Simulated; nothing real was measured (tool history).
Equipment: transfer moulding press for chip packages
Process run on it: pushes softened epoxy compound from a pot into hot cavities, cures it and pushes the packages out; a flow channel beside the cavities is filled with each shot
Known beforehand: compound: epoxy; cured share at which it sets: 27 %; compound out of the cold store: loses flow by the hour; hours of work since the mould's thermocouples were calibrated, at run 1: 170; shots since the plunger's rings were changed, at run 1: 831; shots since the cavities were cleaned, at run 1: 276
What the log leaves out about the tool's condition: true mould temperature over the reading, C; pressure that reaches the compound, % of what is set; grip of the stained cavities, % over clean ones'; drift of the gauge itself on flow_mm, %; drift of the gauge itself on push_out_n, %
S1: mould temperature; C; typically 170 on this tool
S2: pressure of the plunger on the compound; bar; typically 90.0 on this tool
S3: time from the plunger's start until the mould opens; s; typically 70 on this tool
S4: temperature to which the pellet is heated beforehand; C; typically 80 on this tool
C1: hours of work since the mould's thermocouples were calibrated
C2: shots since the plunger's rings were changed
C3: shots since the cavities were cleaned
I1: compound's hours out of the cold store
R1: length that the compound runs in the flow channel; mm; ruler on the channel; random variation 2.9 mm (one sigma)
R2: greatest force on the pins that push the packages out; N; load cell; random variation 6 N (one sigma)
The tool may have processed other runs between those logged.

{"run": 1, "hour": 0.0, "S1": 170, "S2": 90.0, "S3": 70, "S4": 80, "C1": 170, "C2": 831, "C3": 276, "I1": 38.1, "R1": 676, "R2": 224}
{"hour": 35.3, "done": "cavities cleaned with cleaning compound and waxed"}
{"run": 2, "hour": 61.3, "S1": 170, "S2": 90.0, "S3": 70, "S4": 80, "C1": 207, "C2": 1651, "C3": 356, "I1": 17.4, "R1": 740, "R2": 227}
{"hour": 92.5, "done": "cavities cleaned with cleaning compound and waxed"}
{"run": 3, "hour": 112.4, "S1": 170, "S2": 90.0, "S3": 70, "S4": 80, "C1": 238, "C2": 2330, "C3": 273, "I1": 42.2, "R1": 662, "R2": 210}
{"hour": 150.9, "done": "cavities cleaned with cleaning compound and waxed"}
{"hour": 161.3, "done": "plunger's sealing rings changed"}
{"run": 4, "hour": 166.5, "S1": 170, "S2": 90.0, "S3": 51, "S4": 80, "C1": 268, "C2": 72, "C3": 180, "I1": 21.6, "R1": 726, "R2": 440}
{"hour": 208.9, "done": "cavities cleaned with cleaning compound and waxed"}
{"run": 5, "hour": 210.2, "S1": 170, "S2": 90.0, "S3": 70, "S4": 80, "C1": 294, "C2": 650, "C3": 18, "I1": 34.5, "R1": 691, "R2": 222}
{"hour": 266.5, "done": "cavities cleaned with cleaning compound and waxed"}
{"run": 6, "hour": 269.3, "S1": 170, "S2": 90.0, "S3": 70, "S4": 80, "C1": 330, "C2": 1439, "C3": 39, "I1": 29.8, "R1": 704, "R2": 215}
{"run": 7, "hour": 298.2, "S1": 170, "S2": 90.0, "S3": 60, "S4": 80, "C1": 348, "C2": 1835, "C3": 435, "I1": 43.0, "R1": 659, "R2": 282}
{"hour": 324.6, "done": "cavities cleaned with cleaning compound and waxed"}
{"run": 8, "hour": 350.0, "S1": 170, "S2": 90.0, "S3": 60, "S4": 80, "C1": 378, "C2": 2524, "C3": 349, "I1": 39.1, "R1": 669, "R2": 290}
{"hour": 383.1, "done": "plunger's sealing rings changed"}
{"hour": 384.6, "done": "cavities cleaned with cleaning compound and waxed"}
{"run": 9, "hour": 391.6, "S1": 170, "S2": 90.0, "S3": 70, "S4": 80, "C1": 402, "C2": 96, "C3": 96, "I1": 16.1, "R1": 747, "R2": 224}
{"hour": 441.6, "done": "cavities cleaned with cleaning compound and waxed"}
{"run": 10, "hour": 441.6, "S1": 170, "S2": 71.6, "S3": 70, "S4": 80, "C1": 431, "C2": 761, "C3": 0, "I1": 29.9, "R1": 627, "R2": 233}
{"run": 11, "hour": 475.2, "S1": 170, "S2": 90.0, "S3": 80, "S4": 80, "C1": 452, "C2": 1220, "C3": 459, "I1": 23.5, "R1": 722, "R2": 175}
{"hour": 499.2, "done": "cavities cleaned with cleaning compound and waxed"}
{"run": 12, "hour": 529.9, "S1": 170, "S2": 90.0, "S3": 70, "S4": 80, "C1": 485, "C2": 1950, "C3": 420, "I1": 13.1, "R1": 760, "R2": 227}
{"hour": 555.2, "done": "cavities cleaned with cleaning compound and waxed"}
{"run": 13, "hour": 586.2, "S1": 170, "S2": 90.0, "S3": 70, "S4": 80, "C1": 519, "C2": 2701, "C3": 425, "I1": 8.4, "R1": 772, "R2": 232}
{"hour": 603.2, "done": "plunger's sealing rings changed"}
{"hour": 613.4, "done": "cavities cleaned with cleaning compound and waxed"}
{"run": 14, "hour": 643.5, "S1": 170, "S2": 93.2, "S3": 70, "S4": 80, "C1": 551, "C2": 531, "C3": 411, "I1": 21.3, "R1": 742, "R2": 217}
{"hour": 670.2, "done": "cavities cleaned with cleaning compound and waxed"}
{"run": 15, "hour": 676.9, "S1": 170, "S2": 93.2, "S3": 70, "S4": 80, "C1": 571, "C2": 969, "C3": 92, "I1": 11.2, "R1": 781, "R2": 230}
{"run": 16, "hour": 713.7, "S1": 172, "S2": 90.0, "S3": 82, "S4": 73, "C1": 594, "C2": 1473, "C3": 596, "I1": 43.2, "R1": 654, "R2": 173}
{"hour": 726.6, "done": "cavities cleaned with cleaning compound and waxed"}
{"run": 17, "hour": 762.5, "S1": 170, "S2": 90.0, "S3": 104, "S4": 87, "C1": 623, "C2": 2121, "C3": 491, "I1": 38.7, "R1": 674, "R2": 166}
{"hour": 783.8, "done": "cavities cleaned with cleaning compound and waxed"}
{"run": 18, "hour": 793.5, "S1": 172, "S2": 72.1, "S3": 55, "S4": 90, "C1": 641, "C2": 2526, "C3": 134, "I1": 15.2, "R1": 666, "R2": 319}
{"hour": 825.6, "done": "plunger's sealing rings changed"}
{"run": 19, "hour": 827.1, "S1": 172, "S2": 72.1, "S3": 55, "S4": 84, "C1": 660, "C2": 22, "C3": 560, "I1": 11.2, "R1": 682, "R2": 334}
{"hour": 831.7, "done": "mould's thermocouples calibrated"}
{"hour": 844.6, "done": "cavities cleaned with cleaning compound and waxed"}
{"run": 20, "hour": 884.8, "S1": 164, "S2": 90.0, "S3": 56, "S4": 71, "C1": 32, "C2": 763, "C3": 549, "I1": 36.8, "R1": 695, "R2": 530}
{"hour": 902.3, "done": "cavities cleaned with cleaning compound and waxed"}
{"run": 21, "hour": 940.4, "S1": 176, "S2": 83.3, "S3": 81, "S4": 84, "C1": 65, "C2": 1505, "C3": 522, "I1": 38.2, "R1": 632, "R2": 172}
{"hour": 958.9, "done": "cavities cleaned with cleaning compound and waxed"}
{"run": 22, "hour": 972.3, "S1": 170, "S2": 90.0, "S3": 70, "S4": 82, "C1": 84, "C2": 1922, "C3": 184, "I1": 29.1, "R1": 701, "R2": 225}
{"run": 23, "hour": 1003.6, "S1": 174, "S2": 90.0, "S3": 95, "S4": 82, "C1": 103, "C2": 2351, "C3": 613, "I1": 19.7, "R1": 722, "R2": 163}
{"hour": 1014.8, "done": "cavities cleaned with cleaning compound and waxed"}
{"run": 24, "hour": 1031.0, "S1": 170, "S2": 90.0, "S3": 64, "S4": 83, "C1": 119, "C2": 2706, "C3": 223, "I1": 32.0, "R1": 695, "R2": 263}
{"hour": 1052.8, "done": "plunger's sealing rings changed"}
{"hour": 1077.2, "done": "cavities cleaned with cleaning compound and waxed"}
{"run": 25, "hour": 1091.2, "S1": 170, "S2": 85.2, "S3": 64, "S4": 76, "C1": 153, "C2": 507, "C3": 193, "I1": 21.1, "R1": 714, "R2": 268}
{"hour": 1135.4, "done": "cavities cleaned with cleaning compound and waxed"}
{"run": 26, "hour": 1140.4, "S1": 170, "S2": 85.2, "S3": 64, "S4": 76, "C1": 183, "C2": 1160, "C3": 69, "I1": 37.7, "R1": 659, "R2": 259}
{"run": 27, "hour": 1174.0, "S1": 170, "S2": 85.2, "S3": 64, "S4": 76, "C1": 203, "C2": 1621, "C3": 530, "I1": 27.0, "R1": 690, "R2": 270}

Alternative continuations, all from the tool just after run 27; predict every row:
{"hour": 1191.2, "done": "cavities cleaned with cleaning compound and waxed"}
{"run": "A", "hour": 1227.4, "S1": 170, "S2": 85.2, "S3": 72, "S4": 76, "C1": 235, "C2": 2332, "C3": 496, "I1": 14.5, "R1": "?", "R2": "?"}
{"hour": 1191.2, "done": "cavities cleaned with cleaning compound and waxed"}
{"run": "B", "hour": 1227.4, "S1": 170, "S2": 85.2, "S3": 64, "S4": 75, "C1": 235, "C2": 2332, "C3": 496, "I1": 39.6, "R1": "?", "R2": "?"}
{"hour": 1191.2, "done": "cavities cleaned with cleaning compound and waxed"}
{"run": "C", "hour": 1227.4, "S1": 167, "S2": 98.0, "S3": 64, "S4": 79, "C1": 235, "C2": 2332, "C3": 496, "I1": 39.6, "R1": "?", "R2": "?"}

run=A R1=727 R2=219
run=B R1=652 R2=246
run=C R1=705 R2=319
Without the tool's hidden state the same runs would have given:
run=A R1=728 R2=218
run=B R1=652 R2=245
run=C R1=705 R2=317

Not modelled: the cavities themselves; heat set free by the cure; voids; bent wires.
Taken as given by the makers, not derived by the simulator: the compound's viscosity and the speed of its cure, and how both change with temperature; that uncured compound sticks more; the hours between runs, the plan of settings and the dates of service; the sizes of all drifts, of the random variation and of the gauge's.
